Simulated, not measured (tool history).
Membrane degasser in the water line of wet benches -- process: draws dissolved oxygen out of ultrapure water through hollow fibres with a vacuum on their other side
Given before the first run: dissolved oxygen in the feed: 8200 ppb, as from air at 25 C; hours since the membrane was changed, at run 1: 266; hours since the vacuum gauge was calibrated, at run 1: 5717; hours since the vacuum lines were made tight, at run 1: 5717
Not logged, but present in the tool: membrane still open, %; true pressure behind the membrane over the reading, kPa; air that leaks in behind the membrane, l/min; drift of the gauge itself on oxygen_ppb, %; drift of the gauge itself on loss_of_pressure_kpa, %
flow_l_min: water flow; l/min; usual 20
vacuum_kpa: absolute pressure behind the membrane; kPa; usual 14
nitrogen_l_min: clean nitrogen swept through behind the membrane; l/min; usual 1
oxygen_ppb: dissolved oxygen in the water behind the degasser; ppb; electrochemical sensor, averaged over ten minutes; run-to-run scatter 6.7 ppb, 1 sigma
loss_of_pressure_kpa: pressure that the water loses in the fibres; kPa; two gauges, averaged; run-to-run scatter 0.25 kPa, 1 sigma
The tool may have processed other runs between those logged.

run,hour,flow_l_min,vacuum_kpa,nitrogen_l_min,hours since the membrane was changed,hours since the vacuum gauge was calibrated,hours since the vacuum lines were made tight,oxygen_ppb,loss_of_pressure_kpa
1,0,20,14,1,266,5717,5717,684.4,67.59
2,33.1,20,14,1,299,5750,5750,693.9,67.87
3,64.1,12,14,1,330,5781,5781,349.3,40.81
4,105.1,30,14,1,371,5822,5822,1256.2,101.29
5,154.1,20,14,1,420,5871,5871,696.9,67.64
6,190.3,20,14,1.36,457,5907,5907,588.7,67.64
7,211.4,20,14,1.36,478,5929,5929,588.2,68.38
8,249.4,20,14,1.36,516,5967,5967,577.8,68.39
9,278,20,14,1.36,544,5995,5995,589.1,67.7
10,303.3,20,14,1,570,6021,6021,693.3,68.01
11,353.8,20,14,1,620,6071,6071,685.4,67.87
12,386.6,20,12.4,1,653,6104,6104,634.9,67.55
13,423.8,20,12.4,1,690,6141,6141,637.2,67.77
# hour 428.3: vacuum gauge calibrated
# hour 430.3: seals of the vacuum lines changed
14,450.1,20,12.4,1,714,20,20,625.3,68.24
15,470.4,20,12.4,1,734,40,40,631.5,68.02
16,501.9,20,12.4,1,766,72,72,648.7,68.14
# hour 530.3: vacuum gauge calibrated, once more
17,534.5,20,12.4,1,798,4,104,609,67.69
18,574.4,13,12.4,1,838,44,144,311.5,44.22
19,610,27,28.7,1,873,80,179,1669.6,92.41
20,660.1,31,13,2.95,923,130,229,931.7,106.2
21,695.8,31,13,2.95,959,165,265,929,105.62
22,734.4,18,10.3,2.95,998,204,304,276.8,61.37
23,770,18,10.3,1.34,1033,240,339,380.8,61.73
24,819.5,21,31.5,0.45,1083,289,389,2208.8,72.08
25,841.8,26,14,2.57,1105,312,411,724.2,88.89
26,864.5,26,14,2.57,1128,334,434,711.1,88.97
27,893.7,19,33,0.54,1157,363,463,1886.8,65.1
28,941.1,19,33,0.54,1204,411,510,1934.7,65.18
29,989.2,19,33,0.54,1252,459,558,1902.1,65
30,1013.9,20,22.7,0.49,1277,484,583,1565.3,68.34
31,1061.8,20,22.7,0.49,1325,532,631,1555.9,69
32,1110.1,20,13.1,1.15,1373,580,679,613.7,68.56

Forecast each of these 3 alternatives for the next run:
A,1148.1,20,18.6,2.35,1411,618,717,?,?
B,1148.1,27,32.9,1,1411,618,717,?,?
C,1148.1,21,25.3,1.15,1411,618,717,?,?

run,oxygen_ppb,loss_of_pressure_kpa
A,536.7,68.65
B,1835.1,93.01
C,1077.8,71.62
With no hidden state in the tool, these same runs would have given:
run,oxygen_ppb,loss_of_pressure_kpa
A,523.2,67.71
B,1815.6,91.73
C,1062.1,70.63
